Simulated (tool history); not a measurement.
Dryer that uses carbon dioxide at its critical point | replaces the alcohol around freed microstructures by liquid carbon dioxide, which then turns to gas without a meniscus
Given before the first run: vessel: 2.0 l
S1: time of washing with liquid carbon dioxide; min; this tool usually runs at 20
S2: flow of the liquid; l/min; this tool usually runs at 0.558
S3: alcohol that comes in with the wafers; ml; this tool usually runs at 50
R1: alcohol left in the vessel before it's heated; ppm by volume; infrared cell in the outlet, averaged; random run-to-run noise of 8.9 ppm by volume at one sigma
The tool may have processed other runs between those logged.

run 1 hour=0.0 | S1=20 S2=0.558 S3=50 | R1=747
run 2 hour=23.2 | S1=20 S2=0.605 S3=50 | R1=584
run 3 hour=43.0 | S1=20 S2=0.558 S3=50 | R1=807
run 4 hour=65.8 | S1=20 S2=0.558 S3=50 | R1=802
run 5 hour=89.0 | S1=20 S2=0.558 S3=50 | R1=808
run 6 hour=108.1 | S1=22 S2=0.558 S3=50 | R1=634
run 7 hour=121.5 | S1=22 S2=0.558 S3=50 | R1=608
run 8 hour=137.5 | S1=22 S2=0.558 S3=50 | R1=631
run 9 hour=151.3 | S1=22 S2=0.558 S3=50 | R1=650
run 10 hour=166.4 | S1=15 S2=0.558 S3=41 | R1=1681
run 11 hour=185.7 | S1=15 S2=0.558 S3=41 | R1=1729
run 12 hour=209.0 | S1=15 S2=0.570 S3=23 | R1=924
run 13 hour=219.9 | S1=15 S2=0.570 S3=23 | R1=916
-- hour=226.2 inlet filter changed
run 14 hour=238.5 | S1=15 S2=0.570 S3=23 | R1=591
run 15 hour=249.1 | S1=15 S2=0.570 S3=23 | R1=591
run 16 hour=268.4 | S1=15 S2=0.364 S3=77 | R1=5576
run 17 hour=279.0 | S1=15 S2=0.364 S3=77 | R1=5793
run 18 hour=291.7 | S1=15 S2=0.364 S3=77 | R1=5719

Table of differences, measured result less the result of that run with no hidden state. Run-to-run variation is the same in both. Gauge scatter possibly is not:
Hidden state at play: flow that reaches the vessel past the clogged filter, %; alcohol in the recycled carbon dioxide, ppm; drift of the gauge itself on alcohol_ppm, %.
run=1 R1=+269
run=2 R1=+234
run=3 R1=+307
run=4 R1=+318
run=5 R1=+336
run=6 R1=+281
run=7 R1=+284
run=8 R1=+294
run=9 R1=+308
run=10 R1=+604
run=11 R1=+634
run=12 R1=+358
run=13 R1=+358
run=14 R1=+22
run=15 R1=+26
run=16 R1=+124
run=17 R1=+155
run=18 R1=+181
